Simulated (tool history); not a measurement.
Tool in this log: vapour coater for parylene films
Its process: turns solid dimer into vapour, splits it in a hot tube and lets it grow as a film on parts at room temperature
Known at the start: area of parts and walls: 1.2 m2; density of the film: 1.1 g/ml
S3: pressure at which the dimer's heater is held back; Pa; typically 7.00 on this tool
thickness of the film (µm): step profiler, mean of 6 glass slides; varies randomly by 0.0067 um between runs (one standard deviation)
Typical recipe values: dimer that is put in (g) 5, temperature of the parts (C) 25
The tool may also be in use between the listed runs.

run 1 day=0.000 | dimer_that_is_put_in_(g)=5 temperature_of_the_parts_(C)=25 S3=7.00 | thickness_of_the_film_(µm)=2.661
run 2 day=0.396 | dimer_that_is_put_in_(g)=5 temperature_of_the_parts_(C)=25 S3=7.00 | thickness_of_the_film_(µm)=2.661
run 3 day=1.083 | dimer_that_is_put_in_(g)=5 temperature_of_the_parts_(C)=25 S3=7.00 | thickness_of_the_film_(µm)=2.655
run 4 day=1.738 | dimer_that_is_put_in_(g)=5 temperature_of_the_parts_(C)=25 S3=7.00 | thickness_of_the_film_(µm)=2.661
run 5 day=2.483 | dimer_that_is_put_in_(g)=5 temperature_of_the_parts_(C)=25 S3=7.00 | thickness_of_the_film_(µm)=2.644
run 6 day=3.088 | dimer_that_is_put_in_(g)=5 temperature_of_the_parts_(C)=25 S3=7.00 | thickness_of_the_film_(µm)=2.648
run 7 day=3.717 | dimer_that_is_put_in_(g)=5 temperature_of_the_parts_(C)=25 S3=7.00 | thickness_of_the_film_(µm)=2.647
run 8 day=4.467 | dimer_that_is_put_in_(g)=5 temperature_of_the_parts_(C)=25 S3=7.00 | thickness_of_the_film_(µm)=2.644
run 9 day=4.788 | dimer_that_is_put_in_(g)=5 temperature_of_the_parts_(C)=25 S3=7.00 | thickness_of_the_film_(µm)=2.646
run 10 day=5.538 | dimer_that_is_put_in_(g)=5 temperature_of_the_parts_(C)=25 S3=3.44 | thickness_of_the_film_(µm)=2.946
run 11 day=6.271 | dimer_that_is_put_in_(g)=5 temperature_of_the_parts_(C)=25 S3=7.00 | thickness_of_the_film_(µm)=2.646
run 12 day=6.988 | dimer_that_is_put_in_(g)=5 temperature_of_the_parts_(C)=25 S3=7.00 | thickness_of_the_film_(µm)=2.636
run 13 day=7.404 | dimer_that_is_put_in_(g)=2 temperature_of_the_parts_(C)=25 S3=7.00 | thickness_of_the_film_(µm)=1.052
run 14 day=7.758 | dimer_that_is_put_in_(g)=5 temperature_of_the_parts_(C)=25 S3=7.00 | thickness_of_the_film_(µm)=2.630
run 15 day=8.250 | dimer_that_is_put_in_(g)=6 temperature_of_the_parts_(C)=21 S3=3.12 | thickness_of_the_film_(µm)=4.203
run 16 day=8.808 | dimer_that_is_put_in_(g)=8 temperature_of_the_parts_(C)=21 S3=2.31 | thickness_of_the_film_(µm)=5.573
-- day=9.175 trap's valve overhauled
run 17 day=9.688 | dimer_that_is_put_in_(g)=6 temperature_of_the_parts_(C)=18 S3=5.79 | thickness_of_the_film_(µm)=4.057
run 18 day=10.175 | dimer_that_is_put_in_(g)=6 temperature_of_the_parts_(C)=18 S3=5.79 | thickness_of_the_film_(µm)=4.059
run 19 day=10.567 | dimer_that_is_put_in_(g)=6 temperature_of_the_parts_(C)=24 S3=2.96 | thickness_of_the_film_(µm)=3.658
run 20 day=11.279 | dimer_that_is_put_in_(g)=6 temperature_of_the_parts_(C)=24 S3=2.96 | thickness_of_the_film_(µm)=3.663
run 21 day=11.829 | dimer_that_is_put_in_(g)=5 temperature_of_the_parts_(C)=21 S3=7.00 | thickness_of_the_film_(µm)=3.032
run 22 day=12.142 | dimer_that_is_put_in_(g)=7 temperature_of_the_parts_(C)=18 S3=7.00 | thickness_of_the_film_(µm)=4.736
run 23 day=12.608 | dimer_that_is_put_in_(g)=7 temperature_of_the_parts_(C)=18 S3=7.00 | thickness_of_the_film_(µm)=4.721
-- day=12.988 trap's valve overhauled, once more
run 24 day=13.112 | dimer_that_is_put_in_(g)=9 temperature_of_the_parts_(C)=21 S3=6.68 | thickness_of_the_film_(µm)=5.996
run 25 day=13.638 | dimer_that_is_put_in_(g)=3 temperature_of_the_parts_(C)=23 S3=7.54 | thickness_of_the_film_(µm)=1.799
run 26 day=14.021 | dimer_that_is_put_in_(g)=6 temperature_of_the_parts_(C)=22 S3=2.37 | thickness_of_the_film_(µm)=4.442
run 27 day=14.475 | dimer_that_is_put_in_(g)=6 temperature_of_the_parts_(C)=22 S3=2.37 | thickness_of_the_film_(µm)=4.405
run 28 day=15.046 | dimer_that_is_put_in_(g)=7 temperature_of_the_parts_(C)=31 S3=4.04 | thickness_of_the_film_(µm)=3.283

Branching from run 28: 3 alternative next runs. What would each branch give?
run A day=15.596 | dimer_that_is_put_in_(g)=5 temperature_of_the_parts_(C)=32 S3=6.11 | thickness_of_the_film_(µm)=?
run B day=15.596 | dimer_that_is_put_in_(g)=9 temperature_of_the_parts_(C)=28 S3=4.22 | thickness_of_the_film_(µm)=?
run C day=15.596 | dimer_that_is_put_in_(g)=3 temperature_of_the_parts_(C)=25 S3=8.63 | thickness_of_the_film_(µm)=?

run=A thickness_of_the_film_(µm)=2.116
run=B thickness_of_the_film_(µm)=4.781
run=C thickness_of_the_film_(µm)=1.607
Had the tool no hidden state, the same runs would have come out as:
run=A thickness_of_the_film_(µm)=2.115
run=B thickness_of_the_film_(µm)=4.778
run=C thickness_of_the_film_(µm)=1.606
